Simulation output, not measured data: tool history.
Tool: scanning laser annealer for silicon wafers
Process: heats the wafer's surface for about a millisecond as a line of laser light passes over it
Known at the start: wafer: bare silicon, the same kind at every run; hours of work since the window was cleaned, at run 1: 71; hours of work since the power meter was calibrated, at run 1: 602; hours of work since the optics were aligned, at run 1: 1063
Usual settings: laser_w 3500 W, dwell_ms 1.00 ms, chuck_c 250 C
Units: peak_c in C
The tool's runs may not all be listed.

| run | hour | laser_w | dwell_ms | chuck_c | hours of work since the window was cleaned | hours of work since the power meter was calibrated | hours of work since the optics were aligned | peak_c |
|---|---|---|---|---|---|---|---|---|
| 1 | 0.0 | 3500 | 1.00 | 250 | 71 | 602 | 1063 | 1024 |
| 2 | 64.1 | 3500 | 1.00 | 250 | 117 | 648 | 1109 | 1015 |
| 3 | 157.0 | 3500 | 1.00 | 250 | 184 | 714 | 1175 | 1009 |
| 4 | 223.7 | 3500 | 1.00 | 213 | 232 | 762 | 1223 | 969 |
| 5 | 313.7 | 3321 | 1.00 | 250 | 296 | 826 | 1287 | 954 |
| 6 | 357.0 | 3321 | 1.00 | 250 | 327 | 857 | 1318 | 949 |
| 7 | 421.1 | 3500 | 0.88 | 250 | 373 | 903 | 1364 | 939 |
|  | 470.0 | window over the wafer cleaned |
| 8 | 470.0 | 3658 | 1.00 | 250 | 0 | 937 | 1398 | 1069 |
|  | 500.5 | optics aligned, line set to its width |
| 9 | 534.8 | 3500 | 1.00 | 250 | 43 | 980 | 25 | 1021 |
| 10 | 618.1 | 3500 | 1.00 | 250 | 102 | 1039 | 84 | 1013 |
| 11 | 684.2 | 3500 | 1.00 | 250 | 150 | 1087 | 131 | 1004 |
|  | 704.7 | optics aligned, line set to its width, once more |
| 12 | 755.0 | 3500 | 1.00 | 250 | 197 | 1134 | 36 | 1015 |
| 13 | 806.2 | 3500 | 1.00 | 250 | 233 | 1170 | 73 | 1006 |
| 14 | 885.7 | 3563 | 1.00 | 250 | 290 | 1227 | 130 | 1018 |
| 15 | 928.0 | 3500 | 1.00 | 282 | 321 | 1257 | 160 | 1032 |
| 16 | 998.2 | 3652 | 0.76 | 273 | 371 | 1308 | 210 | 948 |
|  | 1051.0 | window over the wafer cleaned |
| 17 | 1093.4 | 3652 | 0.76 | 272 | 30 | 1374 | 277 | 981 |
| 18 | 1180.8 | 3842 | 0.76 | 287 | 93 | 1437 | 339 | 1030 |
| 19 | 1230.7 | 3500 | 1.00 | 287 | 129 | 1473 | 375 | 1055 |
| 20 | 1273.5 | 3500 | 1.00 | 287 | 159 | 1503 | 406 | 1049 |
| 21 | 1364.4 | 3642 | 0.72 | 280 | 224 | 1568 | 471 | 941 |
| 22 | 1455.0 | 3731 | 0.97 | 257 | 289 | 1633 | 536 | 1048 |
| 23 | 1520.7 | 3801 | 1.07 | 214 | 336 | 1680 | 583 | 1065 |
| 24 | 1570.4 | 3570 | 0.95 | 248 | 372 | 1716 | 618 | 987 |
|  | 1624.5 | window over the wafer cleaned |
| 25 | 1637.4 | 3500 | 1.03 | 250 | 9 | 1762 | 665 | 1041 |
| 26 | 1726.7 | 3500 | 1.03 | 250 | 73 | 1826 | 729 | 1035 |

The next listed run, before its measurement:
| 27 | 1777.2 | 3663 | 1.03 | 238 | 109 | 1862 | 765 | ? |

{"run 27": {"peak_c": 1060}}
Without the tool's hidden state the same run would have given peak_c 1083 C.
